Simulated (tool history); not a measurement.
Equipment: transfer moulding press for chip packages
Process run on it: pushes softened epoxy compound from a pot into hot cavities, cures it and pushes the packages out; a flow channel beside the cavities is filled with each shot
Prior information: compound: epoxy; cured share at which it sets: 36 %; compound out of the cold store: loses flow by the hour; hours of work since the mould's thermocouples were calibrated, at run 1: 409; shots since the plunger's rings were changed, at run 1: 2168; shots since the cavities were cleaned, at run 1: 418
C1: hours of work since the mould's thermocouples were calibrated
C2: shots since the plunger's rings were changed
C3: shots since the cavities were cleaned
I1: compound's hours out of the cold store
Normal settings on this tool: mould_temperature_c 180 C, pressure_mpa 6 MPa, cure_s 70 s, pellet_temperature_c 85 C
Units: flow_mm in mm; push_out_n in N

{"run": 1, "hour": 0.0, "mould_temperature_c": 180, "pressure_mpa": 6, "cure_s": 70, "pellet_temperature_c": 85, "C1": 409, "C2": 2168, "C3": 418, "I1": 19, "flow_mm": 488, "push_out_n": 540}
{"hour": 11.9, "done": "cavities cleaned with cleaning compound and waxed"}
{"hour": 46.3, "done": "cavities cleaned with cleaning compound and waxed"}
{"run": 2, "hour": 54.4, "mould_temperature_c": 180, "pressure_mpa": 6, "cure_s": 70, "pellet_temperature_c": 85, "C1": 448, "C2": 3086, "C3": 144, "I1": 44.6, "flow_mm": 449, "push_out_n": 410}
{"hour": 83.5, "done": "cavities cleaned with cleaning compound and waxed"}
{"hour": 118.8, "done": "cavities cleaned with cleaning compound and waxed"}
{"run": 3, "hour": 129.8, "mould_temperature_c": 180, "pressure_mpa": 6, "cure_s": 70, "pellet_temperature_c": 86, "C1": 504, "C2": 4381, "C3": 196, "I1": 37.5, "flow_mm": 442, "push_out_n": 419}
{"hour": 137.6, "done": "plunger's sealing rings changed"}
{"hour": 161.1, "done": "cavities cleaned with cleaning compound and waxed"}
{"hour": 199.9, "done": "cavities cleaned with cleaning compound and waxed"}
{"run": 4, "hour": 211.2, "mould_temperature_c": 180, "pressure_mpa": 6, "cure_s": 70, "pellet_temperature_c": 86, "C1": 563, "C2": 1262, "C3": 202, "I1": 26.9, "flow_mm": 484, "push_out_n": 425}
{"hour": 237.5, "done": "cavities cleaned with cleaning compound and waxed"}
{"run": 5, "hour": 250.4, "mould_temperature_c": 180, "pressure_mpa": 6.88, "cure_s": 70, "pellet_temperature_c": 85, "C1": 592, "C2": 1937, "C3": 231, "I1": 46.3, "flow_mm": 489, "push_out_n": 450}
{"hour": 272.6, "done": "cavities cleaned with cleaning compound and waxed"}
{"run": 6, "hour": 289.7, "mould_temperature_c": 180, "pressure_mpa": 6.88, "cure_s": 70, "pellet_temperature_c": 85, "C1": 621, "C2": 2613, "C3": 307, "I1": 24.4, "flow_mm": 517, "push_out_n": 511}
{"hour": 308.2, "done": "cavities cleaned with cleaning compound and waxed"}
{"hour": 346.7, "done": "cavities cleaned with cleaning compound and waxed"}
{"run": 7, "hour": 361.3, "mould_temperature_c": 180, "pressure_mpa": 6, "cure_s": 70, "pellet_temperature_c": 85, "C1": 674, "C2": 3838, "C3": 260, "I1": 47, "flow_mm": 438, "push_out_n": 459}
{"hour": 387.1, "done": "cavities cleaned with cleaning compound and waxed"}
{"hour": 401.0, "done": "plunger's sealing rings changed"}
{"hour": 420.3, "done": "mould's thermocouples calibrated"}
{"hour": 427.2, "done": "cavities cleaned with cleaning compound and waxed"}
{"run": 8, "hour": 441.5, "mould_temperature_c": 180, "pressure_mpa": 6, "cure_s": 70, "pellet_temperature_c": 85, "C1": 15, "C2": 662, "C3": 256, "I1": 22.7, "flow_mm": 500, "push_out_n": 462}
{"hour": 462.1, "done": "cavities cleaned with cleaning compound and waxed"}
{"hour": 496.7, "done": "cavities cleaned with cleaning compound and waxed"}
{"run": 9, "hour": 506.9, "mould_temperature_c": 180, "pressure_mpa": 6, "cure_s": 70, "pellet_temperature_c": 85, "C1": 63, "C2": 1777, "C3": 182, "I1": 34.6, "flow_mm": 474, "push_out_n": 420}
{"hour": 531.7, "done": "cavities cleaned with cleaning compound and waxed"}
{"hour": 566.2, "done": "cavities cleaned with cleaning compound and waxed"}
{"run": 10, "hour": 573.9, "mould_temperature_c": 180, "pressure_mpa": 6, "cure_s": 70, "pellet_temperature_c": 85, "C1": 113, "C2": 2921, "C3": 137, "I1": 43.1, "flow_mm": 448, "push_out_n": 411}
{"hour": 602.8, "done": "cavities cleaned with cleaning compound and waxed"}
{"hour": 642.1, "done": "cavities cleaned with cleaning compound and waxed"}
{"run": 11, "hour": 650.1, "mould_temperature_c": 180, "pressure_mpa": 6, "cure_s": 70, "pellet_temperature_c": 85, "C1": 169, "C2": 4230, "C3": 143, "I1": 37.3, "flow_mm": 450, "push_out_n": 406}
{"hour": 664.3, "done": "plunger's sealing rings changed"}
{"hour": 678.9, "done": "cavities cleaned with cleaning compound and waxed"}
{"hour": 713.5, "done": "cavities cleaned with cleaning compound and waxed"}
{"run": 12, "hour": 730.8, "mould_temperature_c": 180, "pressure_mpa": 6, "cure_s": 70, "pellet_temperature_c": 78, "C1": 227, "C2": 1134, "C3": 308, "I1": 31.3, "flow_mm": 476, "push_out_n": 504}
{"hour": 748.8, "done": "cavities cleaned with cleaning compound and waxed"}
{"hour": 784.9, "done": "cavities cleaned with cleaning compound and waxed"}
{"run": 13, "hour": 794.7, "mould_temperature_c": 180, "pressure_mpa": 5.22, "cure_s": 70, "pellet_temperature_c": 78, "C1": 275, "C2": 2224, "C3": 175, "I1": 38, "flow_mm": 428, "push_out_n": 417}
{"hour": 819.4, "done": "cavities cleaned with cleaning compound and waxed"}
{"run": 14, "hour": 828.4, "mould_temperature_c": 174, "pressure_mpa": 5.22, "cure_s": 70, "pellet_temperature_c": 79, "C1": 299, "C2": 2800, "C3": 161, "I1": 25.7, "flow_mm": 458, "push_out_n": 681}
{"hour": 858.1, "done": "cavities cleaned with cleaning compound and waxed"}
{"run": 15, "hour": 866.3, "mould_temperature_c": 174, "pressure_mpa": 5.22, "cure_s": 70, "pellet_temperature_c": 79, "C1": 328, "C2": 3451, "C3": 147, "I1": 15.3, "flow_mm": 465, "push_out_n": 674}
{"hour": 895.0, "done": "cavities cleaned with cleaning compound and waxed"}
{"hour": 926.7, "done": "plunger's sealing rings changed"}
{"hour": 932.6, "done": "cavities cleaned with cleaning compound and waxed"}
{"run": 16, "hour": 938.6, "mould_temperature_c": 174, "pressure_mpa": 6.2, "cure_s": 70, "pellet_temperature_c": 80, "C1": 379, "C2": 185, "C3": 108, "I1": 14.5, "flow_mm": 535, "push_out_n": 684}
{"hour": 968.3, "done": "cavities cleaned with cleaning compound and waxed"}
{"run": 17, "hour": 973.2, "mould_temperature_c": 180, "pressure_mpa": 6, "cure_s": 102, "pellet_temperature_c": 85, "C1": 405, "C2": 777, "C3": 88, "I1": 42.6, "flow_mm": 467, "push_out_n": 240}
{"hour": 1006.6, "done": "cavities cleaned with cleaning compound and waxed"}
{"run": 18, "hour": 1020.8, "mould_temperature_c": 179, "pressure_mpa": 5.34, "cure_s": 70, "pellet_temperature_c": 85, "C1": 440, "C2": 1602, "C3": 254, "I1": 42.7, "flow_mm": 437, "push_out_n": 518}
{"hour": 1043.5, "done": "cavities cleaned with cleaning compound and waxed"}
{"hour": 1079.1, "done": "cavities cleaned with cleaning compound and waxed"}
{"run": 19, "hour": 1100.8, "mould_temperature_c": 184, "pressure_mpa": 4.71, "cure_s": 98, "pellet_temperature_c": 87, "C1": 500, "C2": 2979, "C3": 389, "I1": 23.6, "flow_mm": 420, "push_out_n": 308}
{"hour": 1116.0, "done": "cavities cleaned with cleaning compound and waxed"}
{"hour": 1154.6, "done": "cavities cleaned with cleaning compound and waxed"}
{"run": 20, "hour": 1166.3, "mould_temperature_c": 184, "pressure_mpa": 4.71, "cure_s": 98, "pellet_temperature_c": 87, "C1": 548, "C2": 4095, "C3": 208, "I1": 27.7, "flow_mm": 405, "push_out_n": 279}
{"hour": 1188.2, "done": "plunger's sealing rings changed"}
{"hour": 1195.8, "done": "cavities cleaned with cleaning compound and waxed"}
{"hour": 1230.3, "done": "cavities cleaned with cleaning compound and waxed"}
{"run": 21, "hour": 1235.2, "mould_temperature_c": 184, "pressure_mpa": 4.71, "cure_s": 98, "pellet_temperature_c": 87, "C1": 597, "C2": 787, "C3": 87, "I1": 17.1, "flow_mm": 441, "push_out_n": 225}
{"hour": 1266.2, "done": "cavities cleaned with cleaning compound and waxed"}
{"run": 22, "hour": 1279.3, "mould_temperature_c": 187, "pressure_mpa": 7.3, "cure_s": 98, "pellet_temperature_c": 76, "C1": 630, "C2": 1548, "C3": 234, "I1": 10.1, "flow_mm": 551, "push_out_n": 267}
{"hour": 1302.5, "done": "cavities cleaned with cleaning compound and waxed"}
{"run": 23, "hour": 1316.8, "mould_temperature_c": 187, "pressure_mpa": 7.3, "cure_s": 98, "pellet_temperature_c": 76, "C1": 658, "C2": 2193, "C3": 256, "I1": 24.4, "flow_mm": 526, "push_out_n": 283}
{"hour": 1336.7, "done": "cavities cleaned with cleaning compound and waxed"}
{"hour": 1374.8, "done": "cavities cleaned with cleaning compound and waxed"}
{"hour": 1392.3, "done": "mould's thermocouples calibrated"}
{"run": 24, "hour": 1392.3, "mould_temperature_c": 187, "pressure_mpa": 7.3, "cure_s": 98, "pellet_temperature_c": 81, "C1": 0, "C2": 3454, "C3": 277, "I1": 26.4, "flow_mm": 499, "push_out_n": 278}

Hidden state or all else? Some run-to-run changes of flow_mm, split into what the settings, what came in and random variation would give without the hidden state, and what is left for the hidden state (with any gauge scatter that isn't in both results):
Unlogged tool condition in this case: true mould temperature over the reading, C; pressure that reaches the compound, % of what is set; grip of the stained cavities, % over clean ones'; drift of the gauge itself on flow_mm, %; drift of the gauge itself on push_out_n, %.
Run 3 -> 4: plunger's sealing rings changed, cavities cleaned with cleaning compound and waxed, cavities cleaned with cleaning compound and waxed. flow_mm +42 mm: hidden state +27, all else +15.
Run 6 -> 7: pressure_mpa 6.88 -> 6, cavities cleaned with cleaning compound and waxed, cavities cleaned with cleaning compound and waxed. flow_mm -79 mm: hidden state -7, all else -72.
Run 11 -> 12: pellet_temperature_c 85 -> 78, plunger's sealing rings changed, cavities cleaned with cleaning compound and waxed, cavities cleaned with cleaning compound and waxed. flow_mm +26 mm: hidden state +26, all else +0.
Run 21 -> 22: mould_temperature_c 184 -> 187, pressure_mpa 4.71 -> 7.3, pellet_temperature_c 87 -> 76, cavities cleaned with cleaning compound and waxed. flow_mm +110 mm: hidden state -9, all else +119.
